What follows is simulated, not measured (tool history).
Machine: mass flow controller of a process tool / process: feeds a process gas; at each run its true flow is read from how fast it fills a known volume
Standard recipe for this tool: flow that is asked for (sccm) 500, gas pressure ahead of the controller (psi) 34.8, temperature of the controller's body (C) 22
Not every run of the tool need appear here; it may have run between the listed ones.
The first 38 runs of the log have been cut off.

| run | hour | flow that is asked for (sccm) | gas pressure ahead of the controller (psi) | temperature of the controller's body (C) | true flow (%) |
|---|---|---|---|---|---|
| 39 | 12669.6 | 192 | 34.8 | 38 | 98.41 |
| 40 | 13055.8 | 140 | 34.8 | 22 | 97.09 |
| 41 | 13331.4 | 844 | 31.8 | 23 | 99.24 |
| 42 | 13677.4 | 169 | 34.7 | 20 | 97.02 |
| 43 | 13960.7 | 311 | 34.7 | 20 | 97.43 |
| 44 | 14178.2 | 311 | 34.7 | 20 | 97.38 |
| 45 | 14460.3 | 585 | 26.3 | 31 | 99.31 |
| 46 | 14913.8 | 585 | 26.3 | 31 | 99.34 |
| 47 | 15357.7 | 585 | 26.3 | 31 | 99.16 |

Consider 4 possible next runs. They are alternatives, not a sequence: every one starts from the tool as it was left by run 47. What does each give?
| A | 15736.0 | 500 | 36.5 | 20 | ? |
| B | 15736.0 | 265 | 21.5 | 24 | ? |
| C | 15736.0 | 368 | 35.5 | 22 | ? |
| D | 15736.0 | 500 | 22.2 | 22 | ? |

| run | true flow (%) |
|---|---|
| A | 97.96 |
| B | 97.80 |
| C | 97.73 |
| D | 98.43 |
The same runs, with their run-to-run variation unchanged, on a tool lacking any hidden condition would have given:
| run | true flow (%) |
|---|---|
| A | 97.97 |
| B | 97.81 |
| C | 97.74 |
| D | 98.43 |
